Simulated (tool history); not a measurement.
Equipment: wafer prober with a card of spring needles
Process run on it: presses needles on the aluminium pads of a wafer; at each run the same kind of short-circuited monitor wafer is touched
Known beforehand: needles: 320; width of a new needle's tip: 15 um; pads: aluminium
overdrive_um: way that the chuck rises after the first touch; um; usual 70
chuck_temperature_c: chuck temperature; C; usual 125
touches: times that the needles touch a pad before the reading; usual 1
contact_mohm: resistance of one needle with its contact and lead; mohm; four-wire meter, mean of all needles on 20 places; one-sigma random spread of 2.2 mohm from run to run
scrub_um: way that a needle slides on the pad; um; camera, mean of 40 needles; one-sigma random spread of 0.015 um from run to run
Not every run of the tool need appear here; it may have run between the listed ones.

run     day  overdrive_um  chuck_temperature_c  touches  contact_mohm  scrub_um
  1   0.000            70                  125        1           279      8.54
      0.096  -- tips cleaned on abrasive film
      0.475  -- tips cleaned on abrasive film
      0.946  -- tips cleaned on abrasive film
      1.417  -- tips cleaned on abrasive film
  2   1.596            70                  125        1           269      8.50
      1.879  -- tips cleaned on abrasive film
      2.350  -- tips cleaned on abrasive film
      2.729  -- tips cleaned on abrasive film
      3.104  -- tips cleaned on abrasive film
      3.579  -- tips cleaned on abrasive film
      3.996  -- tips cleaned on abrasive film
  3   3.996            70                  125        1           248      8.45
      4.371  -- tips cleaned on abrasive film
      4.750  -- tips cleaned on abrasive film
      5.221  -- tips cleaned on abrasive film
      5.642  -- tips cleaned on abrasive film
  4   5.642            59                  125        1           249      7.05
      6.112  -- tips cleaned on abrasive film
      6.583  -- tips cleaned on abrasive film
      7.058  -- tips cleaned on abrasive film
      7.529  -- tips cleaned on abrasive film
      7.904  -- tips cleaned on abrasive film
  5   8.250            70                   66        1           268      8.35
      8.346  -- tips cleaned on abrasive film
      8.725  -- tips cleaned on abrasive film
      9.196  -- tips cleaned on abrasive film
      9.575  -- tips cleaned on abrasive film
     10.046  -- tips cleaned on abrasive film
     10.517  -- tips cleaned on abrasive film
  6  10.558            70                   66        1           241      8.31
     10.933  -- tips cleaned on abrasive film
     11.312  -- tips cleaned on abrasive film
     11.692  -- tips cleaned on abrasive film
     12.162  -- tips cleaned on abrasive film
     12.633  -- tips cleaned on abrasive film
  7  12.858            70                   68        1           266      8.25
     13.050  -- tips cleaned on abrasive film
     13.429  -- tips cleaned on abrasive film
     13.900  -- tips cleaned on abrasive film
     14.371  -- tips cleaned on abrasive film
     14.750  -- tips cleaned on abrasive film
     15.129  -- tips cleaned on abrasive film
  8  15.129            70                   68        1           238      8.19
     15.600  -- tips cleaned on abrasive film
     16.071  -- tips cleaned on abrasive film
  9  16.262            62                  125        1           284      7.21
     16.454  -- tips cleaned on abrasive film
     16.925  -- tips cleaned on abrasive film
     17.312  -- height of the first contact set anew
     17.408  -- tips cleaned on abrasive film
     17.879  -- tips cleaned on abrasive film
     18.258  -- tips cleaned on abrasive film
     18.679  -- tips cleaned on abrasive film
 10  18.679            62                  125        1           253      7.04
     19.054  -- tips cleaned on abrasive film
     19.529  -- tips cleaned on abrasive film
     20.000  -- tips cleaned on abrasive film
     20.471  -- tips cleaned on abrasive film
     20.942  -- tips cleaned on abrasive film
 11  21.142            80                   30        1           249      9.19
     21.333  -- tips cleaned on abrasive film
     21.712  -- tips cleaned on abrasive film
     22.092  -- tips cleaned on abrasive film
     22.467  -- tips cleaned on abrasive film
     22.938  -- tips cleaned on abrasive film
     23.383  -- height of the first contact set anew, once more
     23.388  -- tips cleaned on abrasive film
 12  23.388            80                   30        1           226      9.74
     23.858  -- tips cleaned on abrasive film
     24.329  -- tips cleaned on abrasive film
     24.800  -- tips cleaned on abrasive film
     25.271  -- tips cleaned on abrasive film
 13  25.500            68                  125        1           280      8.23
     25.692  -- tips cleaned on abrasive film
     26.071  -- tips cleaned on abrasive film
     26.450  -- tips cleaned on abrasive film
     26.921  -- tips cleaned on abrasive film
     27.296  -- tips cleaned on abrasive film
     27.771  -- tips cleaned on abrasive film
     28.179  -- tips cleaned on abrasive film
 14  28.179            68                  125        1           247      8.17
     28.650  -- tips cleaned on abrasive film
     29.029  -- tips cleaned on abrasive film
 15  29.329            56                   27        2           264      6.68
     29.425  -- tips cleaned on abrasive film
     29.804  -- tips cleaned on abrasive film
     30.275  -- tips cleaned on abrasive film
     30.746  -- tips cleaned on abrasive film
 16  30.917            68                   26        1           259      8.12
     31.204  -- tips cleaned on abrasive film
     31.579  -- tips cleaned on abrasive film
     32.054  -- tips cleaned on abrasive film
     32.429  -- tips cleaned on abrasive film
 17  32.550            62                   26        1           247      7.36
     32.838  -- tips cleaned on abrasive film
     33.212  -- tips cleaned on abrasive film
     33.592  -- tips cleaned on abrasive film
     34.062  -- tips cleaned on abrasive film
     34.533  -- tips cleaned on abrasive film
     35.004  -- tips cleaned on abrasive film
 18  35.204            62                   65        1           273      7.30
     35.396  -- tips cleaned on abrasive film
     35.867  -- tips cleaned on abrasive film
     36.338  -- tips cleaned on abrasive film
     36.808  -- tips cleaned on abrasive film
     37.279  -- tips cleaned on abrasive film
 19  37.383            57                   45        2           255      6.65
     37.667  -- tips cleaned on abrasive film
     38.046  -- tips cleaned on abrasive film
     38.517  -- tips cleaned on abrasive film
     38.988  -- tips cleaned on abrasive film
     39.367  -- tips cleaned on abrasive film
 20  39.567            76                  125        2           267      8.92

Consider 5 possible next runs. They are alternatives, not a sequence: every one starts from the tool as it was left by run 20. What does each give?
     39.758  -- tips cleaned on abrasive film
     40.133  -- tips cleaned on abrasive film
     40.604  -- tips cleaned on abrasive film
     40.712  -- height of the first contact set anew
     40.996  -- tips cleaned on abrasive film
  A  41.188            70                  125        2             ?         ?
     39.758  -- tips cleaned on abrasive film
     40.133  -- tips cleaned on abrasive film
     40.604  -- tips cleaned on abrasive film
     40.712  -- height of the first contact set anew
     40.996  -- tips cleaned on abrasive film
  B  41.188            80                  125        2             ?         ?
     39.758  -- tips cleaned on abrasive film
     40.133  -- tips cleaned on abrasive film
     40.604  -- tips cleaned on abrasive film
     40.712  -- height of the first contact set anew
     40.996  -- tips cleaned on abrasive film
  C  41.188            82                  125        1             ?         ?
     39.758  -- tips cleaned on abrasive film
     40.133  -- tips cleaned on abrasive film
     40.604  -- tips cleaned on abrasive film
     40.712  -- height of the first contact set anew
     40.996  -- tips cleaned on abrasive film
  D  41.188            61                   68        1             ?         ?
     39.758  -- tips cleaned on abrasive film
     40.133  -- tips cleaned on abrasive film
     40.604  -- tips cleaned on abrasive film
     40.712  -- height of the first contact set anew
     40.996  -- tips cleaned on abrasive film
  E  41.188            70                  125        2             ?         ?

run  contact_mohm  scrub_um
  A           263      8.49
  B           257      9.74
  C           266      9.98
  D           271      7.48
  E           265      8.54
What these runs would have given with no unlogged condition in the tool:
run  contact_mohm  scrub_um
  A           246      8.50
  B           245      9.74
  C           247      9.99
  D           231      7.48
  E           248      8.55
